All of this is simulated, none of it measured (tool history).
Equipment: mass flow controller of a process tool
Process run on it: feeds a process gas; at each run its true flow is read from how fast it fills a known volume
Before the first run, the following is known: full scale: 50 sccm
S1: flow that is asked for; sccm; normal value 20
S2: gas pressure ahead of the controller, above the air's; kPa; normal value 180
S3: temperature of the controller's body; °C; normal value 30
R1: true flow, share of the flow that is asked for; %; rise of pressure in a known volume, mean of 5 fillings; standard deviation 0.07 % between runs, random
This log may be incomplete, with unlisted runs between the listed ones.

run	hour	S1	S2	S3	R1
1	0	20	180	30	98.52
2	103.1	20	180	30	98.71
3	163.8	20	180	30	98.59
4	261.1	20	180	30	98.66
5	317	20	277	30	98.46
6	397.5	20	277	30	98.27
7	480.6	20	180	30	98.58
8	586.3	6	180	30	98.81
9	656.7	6	180	30	98.79
10	712.4	20	160	30	98.79
11	796.6	14	169	37	97.98
12	861.1	14	169	37	98.05
13	934.9	20	194	32	98.64
14	994.5	20	194	32	98.66
15	1068.2	13	181	30	98.58
16	1156.1	20	179	29	98.89
17	1255.7	14	192	31	98.49

Here are 3 independent what-if runs from the current tool condition. What would each one return?
A	1355	6	200	24	?
B	1355	20	268	30	?
C	1355	14	160	20	?

run	R1
A	99.28
B	98.73
C	99.36
Had the tool no hidden state, the same runs would have come out as:
run	R1
A	97.19
B	97.71
C	98.15
